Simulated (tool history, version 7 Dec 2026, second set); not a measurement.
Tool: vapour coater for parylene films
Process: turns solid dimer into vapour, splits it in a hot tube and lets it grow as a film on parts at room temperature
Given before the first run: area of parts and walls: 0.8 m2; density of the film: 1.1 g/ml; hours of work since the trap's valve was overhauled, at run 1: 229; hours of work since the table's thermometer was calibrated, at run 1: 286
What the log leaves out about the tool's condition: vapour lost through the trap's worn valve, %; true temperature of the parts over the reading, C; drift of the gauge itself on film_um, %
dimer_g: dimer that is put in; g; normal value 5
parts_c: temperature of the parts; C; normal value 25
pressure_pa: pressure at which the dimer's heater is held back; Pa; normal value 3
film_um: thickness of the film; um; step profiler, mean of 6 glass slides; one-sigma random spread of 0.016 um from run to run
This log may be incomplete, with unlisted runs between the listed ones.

run	day	dimer_g	parts_c	pressure_pa	hours of work since the trap's valve was overhauled	hours of work since the table's thermometer was calibrated	film_um
1	0	5	25	3	229	286	3.62
2	0.7	5	25	3	239	295	3.63
3	1.379	5	25	3	248	305	3.61
4	1.862	5	35	3	255	311	2.57
5	2.458	5	35	3	263	319	2.54
6	3.083	5	25	4.13	271	328	3.33
7	3.679	5	25	4.13	280	336	3.33
8	4.567	5	25	4.13	292	348	3.32
9	5.038	5	25	4.13	298	355	3.31
10	5.533	5	25	3	305	361	3.58
11	6.15	5	27	3	313	370	3.35
12	6.7	3	25	3	321	377	2.14
13	7.504	3	25	3	332	388	2.14
14	8.125	3	25	3	340	397	2.14
15	8.542	5	25	3	346	403	3.55
16	9.046	5	25	3	353	409	3.54
17	9.838	5	25	7.41	364	420	2.85
# day 10.875: trap's valve overhauled
18	10.942	5	25	7.41	1	433	3.08
19	11.396	5	25	3	7	439	3.81
20	11.85	5	25	3	13	446	3.83
21	12.533	5	25	3	23	455	3.81
22	13.108	5	24	7.66	31	463	3.15
23	13.975	5	24	7.66	42	475	3.13
24	14.692	5	24	7.66	52	484	3.12
25	15.112	5	36	2.82	58	490	2.58
26	15.604	5	36	2.51	65	497	2.68
27	16.458	5	36	2.51	76	508	2.65
28	17.325	3	19	4	88	520	2.6
29	18.175	6	25	3	100	532	4.5
30	18.608	6	25	3	106	538	4.51
31	19.196	3	25	2.67	114	546	2.31
32	19.629	3	25	2.67	120	552	2.32
33	20.3	3	23	3.67	129	561	2.27
34	20.862	3	23	4.17	137	569	2.24
35	21.671	3	23	4.17	148	580	2.21
36	22.183	4	28	2.43	155	587	2.82
37	22.812	4	28	2.43	163	595	2.83
38	23.312	5	22	9.68	170	602	3.11
39	23.858	5	22	9.68	178	610	3.09
40	24.746	5	22	9.68	190	622	3.09
41	25.233	5	22	9.68	196	629	3.1
42	26.083	5	26	4.39	208	640	3.24

Each row is a separate what-if for the run after 42, all from the same tool condition, not one after another. Results?
A	26.712	3	25	2.24	217	649	?
B	26.712	5	23	5.2	217	649	?
C	26.712	5	31	3	217	649	?
D	26.712	5	26	2.31	217	649	?
E	26.712	3	24	9.41	217	649	?

run	film_um
A	2.35
B	3.43
C	2.99
D	3.78
E	1.74
With no hidden state in the tool, these same runs would have given:
run	film_um
A	2.4
B	3.5
C	3.05
D	3.86
E	1.77
